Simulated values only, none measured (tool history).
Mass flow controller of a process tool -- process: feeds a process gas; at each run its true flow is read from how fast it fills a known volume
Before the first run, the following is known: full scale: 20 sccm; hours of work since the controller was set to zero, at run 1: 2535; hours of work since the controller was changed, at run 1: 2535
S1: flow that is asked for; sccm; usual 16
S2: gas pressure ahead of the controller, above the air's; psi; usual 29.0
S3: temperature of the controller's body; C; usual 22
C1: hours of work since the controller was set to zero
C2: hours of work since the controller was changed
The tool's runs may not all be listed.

{"run": 1, "hour": 0.0, "S1": 16, "S2": 29.0, "S3": 22, "C1": 2535, "C2": 2535, "true flow (%)": 98.78}
{"run": 2, "hour": 120.8, "S1": 16, "S2": 29.0, "S3": 22, "C1": 2623, "C2": 2623, "true flow (%)": 98.73}
{"run": 3, "hour": 231.8, "S1": 16, "S2": 29.0, "S3": 36, "C1": 2703, "C2": 2703, "true flow (%)": 99.75}
{"run": 4, "hour": 439.9, "S1": 16, "S2": 29.0, "S3": 22, "C1": 2855, "C2": 2855, "true flow (%)": 98.67}
{"run": 5, "hour": 543.8, "S1": 16, "S2": 29.0, "S3": 22, "C1": 2930, "C2": 2930, "true flow (%)": 98.58}
{"run": 6, "hour": 726.0, "S1": 16, "S2": 29.0, "S3": 22, "C1": 3063, "C2": 3063, "true flow (%)": 98.74}
{"run": 7, "hour": 869.1, "S1": 16, "S2": 29.0, "S3": 22, "C1": 3167, "C2": 3167, "true flow (%)": 98.58}
{"run": 8, "hour": 984.8, "S1": 16, "S2": 36.4, "S3": 22, "C1": 3251, "C2": 3251, "true flow (%)": 99.09}
{"run": 9, "hour": 1139.8, "S1": 7, "S2": 29.0, "S3": 22, "C1": 3364, "C2": 3364, "true flow (%)": 96.05}
{"run": 10, "hour": 1324.9, "S1": 7, "S2": 29.0, "S3": 22, "C1": 3498, "C2": 3498, "true flow (%)": 96.08}
{"run": 11, "hour": 1515.8, "S1": 16, "S2": 29.0, "S3": 22, "C1": 3637, "C2": 3637, "true flow (%)": 98.61}
{"run": 12, "hour": 1641.6, "S1": 16, "S2": 22.2, "S3": 22, "C1": 3729, "C2": 3729, "true flow (%)": 98.34}
{"run": 13, "hour": 1840.2, "S1": 16, "S2": 22.2, "S3": 22, "C1": 3873, "C2": 3873, "true flow (%)": 98.27}
{"run": 14, "hour": 2009.7, "S1": 15, "S2": 22.2, "S3": 39, "C1": 3996, "C2": 3996, "true flow (%)": 99.05}
{"run": 15, "hour": 2196.6, "S1": 4, "S2": 29.9, "S3": 34, "C1": 4132, "C2": 4132, "true flow (%)": 94.25}
{"run": 16, "hour": 2360.2, "S1": 4, "S2": 29.9, "S3": 34, "C1": 4251, "C2": 4251, "true flow (%)": 94.11}
{"hour": 2378.5, "done": "controller's zero set anew"}
{"run": 17, "hour": 2535.9, "S1": 4, "S2": 29.9, "S3": 34, "C1": 114, "C2": 4379, "true flow (%)": 91.32}
{"run": 18, "hour": 2651.8, "S1": 3, "S2": 36.5, "S3": 28, "C1": 199, "C2": 4463, "true flow (%)": 88.42}
{"run": 19, "hour": 2839.2, "S1": 2, "S2": 27.7, "S3": 30, "C1": 335, "C2": 4599, "true flow (%)": 82.75}
{"run": 20, "hour": 2980.1, "S1": 2, "S2": 27.7, "S3": 30, "C1": 437, "C2": 4702, "true flow (%)": 82.44}
{"run": 21, "hour": 3093.6, "S1": 4, "S2": 22.0, "S3": 23, "C1": 520, "C2": 4784, "true flow (%)": 89.78}
{"hour": 3168.7, "done": "controller's zero set anew, once more"}
{"run": 22, "hour": 3231.0, "S1": 14, "S2": 33.4, "S3": 36, "C1": 45, "C2": 4884, "true flow (%)": 100.65}
{"run": 23, "hour": 3407.1, "S1": 9, "S2": 24.4, "S3": 36, "C1": 173, "C2": 5012, "true flow (%)": 99.26}
{"run": 24, "hour": 3557.2, "S1": 9, "S2": 24.4, "S3": 36, "C1": 282, "C2": 5121, "true flow (%)": 99.2}
{"run": 25, "hour": 3751.2, "S1": 8, "S2": 29.0, "S3": 31, "C1": 424, "C2": 5262, "true flow (%)": 98.9}

What differs in the tool's unlogged condition from the final listed run ahead of each entry between runs to the first listed run following it?
Logged between run 16 and run 17: controller's zero set anew (hour 2378.5)
  flow at rest that the sensor doesn't see, % of full scale: -0.925 -> -1.494; true flow over the shown one, %: 0.49 -> 0.51
  measured minus no-state result, true flow (%): -4.13 -> -6.96
Logged between run 21 and run 22: controller's zero set anew, once more (hour 3168.7)
  flow at rest that the sensor doesn't see, % of full scale: -1.582 -> -0.022; true flow over the shown one, %: 0.57 -> 0.59
  measured minus no-state result, true flow (%): -7.35 -> +0.55
